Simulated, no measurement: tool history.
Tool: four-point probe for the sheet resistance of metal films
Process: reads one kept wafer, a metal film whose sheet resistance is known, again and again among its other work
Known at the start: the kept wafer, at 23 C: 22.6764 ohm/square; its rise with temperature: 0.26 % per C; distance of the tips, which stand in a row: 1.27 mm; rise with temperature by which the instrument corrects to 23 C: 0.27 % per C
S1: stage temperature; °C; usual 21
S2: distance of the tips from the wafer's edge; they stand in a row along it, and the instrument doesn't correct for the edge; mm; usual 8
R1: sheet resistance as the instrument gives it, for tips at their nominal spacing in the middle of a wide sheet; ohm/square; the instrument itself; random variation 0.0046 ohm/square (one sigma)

run 1 hour=0.0 | S1=21 S2=8 | R1=22.998489
run 2 hour=50.0 | S1=21 S2=8 | R1=22.996146
run 3 hour=82.8 | S1=21 S2=32 | R1=22.707379
run 4 hour=123.2 | S1=21 S2=32 | R1=22.701931
run 5 hour=173.5 | S1=21 S2=32 | R1=22.700228
run 6 hour=243.5 | S1=21 S2=32 | R1=22.698465
run 7 hour=302.8 | S1=21 S2=8 | R1=22.976641
run 8 hour=354.5 | S1=21 S2=8 | R1=22.969938
run 9 hour=421.3 | S1=21 S2=8 | R1=22.969302
run 10 hour=492.2 | S1=21 S2=8 | R1=22.959613
run 11 hour=539.7 | S1=21 S2=8 | R1=22.962302
run 12 hour=583.5 | S1=21 S2=8 | R1=22.959904
run 13 hour=628.8 | S1=21 S2=3 | R1=24.628595
run 14 hour=698.7 | S1=21 S2=8 | R1=22.945096
run 15 hour=736.5 | S1=21 S2=6 | R1=23.177004
run 16 hour=804.6 | S1=21 S2=6 | R1=23.165163
-- hour=810.4 stage's thermometer calibrated
run 17 hour=870.0 | S1=21 S2=6 | R1=23.146424
run 18 hour=920.5 | S1=21 S2=6 | R1=23.149355
run 19 hour=970.3 | S1=21 S2=6 | R1=23.148358
run 20 hour=1028.0 | S1=21 S2=6 | R1=23.133764
run 21 hour=1066.1 | S1=21 S2=6 | R1=23.133844
run 22 hour=1105.3 | S1=21 S2=6 | R1=23.124712
run 23 hour=1138.5 | S1=21 S2=6 | R1=23.136448
-- hour=1162.1 stage's thermometer calibrated, once more
run 24 hour=1191.3 | S1=30 S2=4 | R1=23.755354
run 25 hour=1222.9 | S1=30 S2=5 | R1=23.350296
run 26 hour=1263.0 | S1=20 S2=4 | R1=23.792155
run 27 hour=1293.9 | S1=20 S2=8 | R1=22.930913
run 28 hour=1355.6 | S1=33 S2=29 | R1=22.596179
run 29 hour=1410.9 | S1=25 S2=5 | R1=23.362182
run 30 hour=1476.4 | S1=29 S2=36 | R1=22.594112
run 31 hour=1514.1 | S1=21 S2=3 | R1=24.585284
run 32 hour=1565.4 | S1=21 S2=3 | R1=24.578215
run 33 hour=1616.9 | S1=18 S2=8 | R1=22.923120
run 34 hour=1652.7 | S1=25 S2=25 | R1=22.612982
run 35 hour=1684.6 | S1=24 S2=55 | R1=22.600192
run 36 hour=1721.6 | S1=24 S2=55 | R1=22.588634
run 37 hour=1787.5 | S1=18 S2=59 | R1=22.602484
run 38 hour=1849.5 | S1=23 S2=8 | R1=22.875742
run 39 hour=1895.0 | S1=19 S2=4 | R1=23.749591
run 40 hour=1964.6 | S1=22 S2=11 | R1=22.733624
run 41 hour=2027.9 | S1=19 S2=42 | R1=22.593287
run 42 hour=2096.4 | S1=19 S2=42 | R1=22.589312
run 43 hour=2148.4 | S1=29 S2=8 | R1=22.838152
run 44 hour=2205.6 | S1=28 S2=8 | R1=22.828200

5 ways to go on from here, each from the tool as it stands after run 44. What would each give?
run A hour=2264.4 | S1=20 S2=3 | R1=?
run B hour=2264.4 | S1=26 S2=8 | R1=?
run C hour=2264.4 | S1=29 S2=8 | R1=?
run D hour=2264.4 | S1=35 S2=4 | R1=?
run E hour=2264.4 | S1=26 S2=11 | R1=?

run=A R1=24.528607
run=B R1=22.840751
run=C R1=22.825063
run=D R1=23.659837
run=E R1=22.694469
Without the tool's hidden state the same runs would have given:
run=A R1=24.669728
run=B R1=22.972711
run=C R1=22.956832
run=D R1=23.795832
run=E R1=22.825641

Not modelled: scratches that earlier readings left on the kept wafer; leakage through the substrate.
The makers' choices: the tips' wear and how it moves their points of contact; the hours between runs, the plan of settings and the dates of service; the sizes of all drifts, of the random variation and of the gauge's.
